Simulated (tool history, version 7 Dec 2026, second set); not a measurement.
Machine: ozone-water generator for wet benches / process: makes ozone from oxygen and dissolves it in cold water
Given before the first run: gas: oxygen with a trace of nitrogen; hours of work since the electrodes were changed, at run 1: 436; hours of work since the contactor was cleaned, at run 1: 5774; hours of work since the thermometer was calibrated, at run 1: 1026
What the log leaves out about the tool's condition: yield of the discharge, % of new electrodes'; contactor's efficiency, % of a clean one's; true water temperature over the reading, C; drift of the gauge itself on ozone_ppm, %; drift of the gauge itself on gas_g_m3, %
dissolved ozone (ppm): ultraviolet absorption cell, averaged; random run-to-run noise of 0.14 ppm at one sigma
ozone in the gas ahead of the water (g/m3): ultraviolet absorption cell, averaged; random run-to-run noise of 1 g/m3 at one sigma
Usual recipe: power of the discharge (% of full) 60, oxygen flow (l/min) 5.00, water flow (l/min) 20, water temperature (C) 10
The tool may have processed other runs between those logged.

run    hour  power of the discharge (% of full)  oxygen flow (l/min)  water flow (l/min)  water temperature (C)  hours of work since the electrodes were changed  hours of work since the contactor was cleaned  hours of work since the thermometer was calibrated  dissolved ozone (ppm)  ozone in the gas ahead of the water (g/m3)
  1     0.0                                  60                 5.00                  20                     10                                              436                                           5774                                                1026                   14.2                                       176.2
  2    78.1                                  60                 5.00                  20                     10                                              510                                           5847                                                1100                   14.2                                       174.6
      118.3  -- contactor cleaned
  3   167.1                                  60                 5.00                  20                     10                                              590                                             46                                                1180                   15.4                                       174.1
  4   247.4                                  60                 5.00                  20                     10                                              666                                            122                                                1256                   15.4                                       173.4
  5   328.5                                  60                 5.00                  20                     10                                              742                                            198                                                1332                   15.6                                       173.5
  6   385.5                                  60                 8.32                  20                     10                                              796                                            252                                                1386                   17.0                                       142.4
  7   449.7                                  60                 5.00                  14                     10                                              857                                            313                                                1447                   20.5                                       173.9
  8   506.7                                  60                 5.00                  14                     10                                              910                                            366                                                1500                   20.1                                       172.7
  9   588.6                                  60                 5.00                  14                     10                                              988                                            444                                                1578                   20.5                                       172.3
 10   657.9                                  60                 5.00                  14                     10                                             1053                                            509                                                1643                   20.5                                       174.1
 11   717.6                                  60                 5.00                  20                     10                                             1109                                            565                                                1699                   15.5                                       174.2
 12   755.9                                  60                 5.00                  20                     13                                             1145                                            601                                                1735                   14.6                                       173.6
 13   832.0                                  60                 5.00                  20                     13                                             1217                                            673                                                1807                   14.6                                       174.0
 14   887.2                                  60                 5.36                  31                     13                                             1269                                            725                                                1859                   10.2                                       170.3
 15   965.0                                  60                 5.36                  31                     13                                             1343                                            799                                                1933                   10.2                                       168.0
 16  1047.2                                  60                 5.36                  31                     13                                             1420                                            876                                                2010                   10.2                                       167.6
 17  1117.9                                  42                 7.41                  20                     10                                             1487                                            943                                                2077                   11.8                                       107.7
 18  1174.0                                  45                 8.84                  20                      8                                             1540                                            996                                                2130                   13.1                                       108.2
 19  1227.2                                  64                 8.84                  20                      8                                             1590                                           1046                                                2180                   18.2                                       146.2
 20  1302.1                                  61                 3.01                  30                      7                                             1661                                           1117                                                2251                    8.8                                       212.8
 21  1350.9                                  99                 2.94                  25                      9                                             1707                                           1163                                                2297                   16.2                                       330.3
 22  1417.8                                  99                 2.94                  22                      9                                             1770                                           1226                                                2360                   18.4                                       333.5
 23  1463.6                                  61                 4.71                  12                      5                                             1813                                           1269                                                2403                   24.0                                       177.8
 24  1525.7                                  82                 4.31                  20                      6                                             1872                                           1328                                                2462                   20.1                                       241.7
 25  1576.3                                  82                 4.31                  27                      6                                             1919                                           1375                                                2509                   14.8                                       240.7
 26  1612.4                                  82                 4.31                  24                     17                                             1953                                           1410                                                2543                   14.9                                       237.6

Had the tool no unlogged condition, and each run kept its random variation, what would the results have been?
run  dissolved ozone (ppm)  ozone in the gas ahead of the water (g/m3)
  1                   15.9                                       177.7
  2                   15.9                                       176.3
  3                   15.6                                       175.8
  4                   15.7                                       175.3
  5                   15.9                                       175.5
  6                   17.4                                       144.1
  7                   21.0                                       176.2
  8                   20.6                                       175.0
  9                   21.0                                       174.7
 10                   21.1                                       176.8
 11                   15.9                                       176.9
 12                   15.1                                       176.4
 13                   15.1                                       176.9
 14                   10.6                                       173.3
 15                   10.6                                       171.1
 16                   10.6                                       170.8
 17                   12.2                                       109.1
 18                   13.6                                       109.7
 19                   19.0                                       149.5
 20                    9.2                                       217.6
 21                   17.2                                       341.7
 22                   19.6                                       345.4
 23                   25.2                                       182.2
 24                   21.3                                       249.6
 25                   15.7                                       248.7
 26                   15.9                                       245.6
